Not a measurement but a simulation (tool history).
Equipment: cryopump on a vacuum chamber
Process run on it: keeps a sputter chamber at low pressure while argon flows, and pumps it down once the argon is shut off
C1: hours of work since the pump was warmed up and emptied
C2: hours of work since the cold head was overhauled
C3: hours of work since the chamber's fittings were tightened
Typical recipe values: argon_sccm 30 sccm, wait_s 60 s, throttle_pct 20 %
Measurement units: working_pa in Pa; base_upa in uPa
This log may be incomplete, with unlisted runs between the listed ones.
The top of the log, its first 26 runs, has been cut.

Run 27, hour 625.1: usual settings but argon_sccm 50 sccm, wait_s 135 s, throttle_pct 16 %; C1 735; C2 735; C3 807. Result: working_pa 0.2313 Pa, base_upa 1.83 uPa.
Run 28, hour 641.9: usual settings but argon_sccm 20 sccm, throttle_pct 22 %; C1 749; C2 749; C3 821. Result: working_pa 0.0681 Pa, base_upa 2.24 uPa.
Run 29, hour 672: usual settings but argon_sccm 20 sccm, throttle_pct 22 %; C1 774; C2 774; C3 847. Result: working_pa 0.0671 Pa, base_upa 2.27 uPa.
Run 30, hour 701.7: usual settings but argon_sccm 20 sccm, wait_s 173 s, throttle_pct 17 %; C1 799; C2 799; C3 872. Result: working_pa 0.0884 Pa, base_upa 1.95 uPa.
Run 31, hour 721.2: usual settings but argon_sccm 16 sccm, wait_s 189 s, throttle_pct 39 %; C1 815; C2 815; C3 888. Result: working_pa 0.0323 Pa, base_upa 1.89 uPa.
Run 32, hour 746.7: usual settings but argon_sccm 16 sccm, wait_s 189 s, throttle_pct 39 %; C1 837; C2 837; C3 910. Result: working_pa 0.0315 Pa, base_upa 1.95 uPa.
Run 33, hour 766.3: usual settings but argon_sccm 16 sccm, wait_s 189 s, throttle_pct 39 %; C1 853; C2 853; C3 926. Result: working_pa 0.0317 Pa, base_upa 1.95 uPa.
Run 34, hour 796.5: usual settings but argon_sccm 16 sccm, wait_s 189 s, throttle_pct 39 %; C1 879; C2 879; C3 952. Result: working_pa 0.0321 Pa, base_upa 2.05 uPa.
Run 35, hour 812.3: usual settings but argon_sccm 16 sccm, wait_s 189 s, throttle_pct 39 %; C1 892; C2 892; C3 965. Result: working_pa 0.0333 Pa, base_upa 2.11 uPa.

3 ways to go on from here, each from the tool as it stands after run 35. What would each give?
Run A, hour 827.5: usual settings but argon_sccm 16 sccm, wait_s 264 s, throttle_pct 39 %; C1 905; C2 905; C3 978. Result: working_pa ?, base_upa ?.
Run B, hour 827.5: usual settings but argon_sccm 25 sccm, wait_s 35 s, throttle_pct 25 %; C1 905; C2 905; C3 978. Result: working_pa ?, base_upa ?.
Run C, hour 827.5: usual settings but argon_sccm 36 sccm; C1 905; C2 905; C3 978. Result: working_pa ?, base_upa ?.

run  working_pa  base_upa
  A      0.0316      2.07
  B      0.0771      3.17
  C      0.1361      2.57
Without the tool's unlogged condition, the same runs would have read:
run  working_pa  base_upa
  A       0.029       0.3
  B      0.0729      1.42
  C      0.1301      0.86

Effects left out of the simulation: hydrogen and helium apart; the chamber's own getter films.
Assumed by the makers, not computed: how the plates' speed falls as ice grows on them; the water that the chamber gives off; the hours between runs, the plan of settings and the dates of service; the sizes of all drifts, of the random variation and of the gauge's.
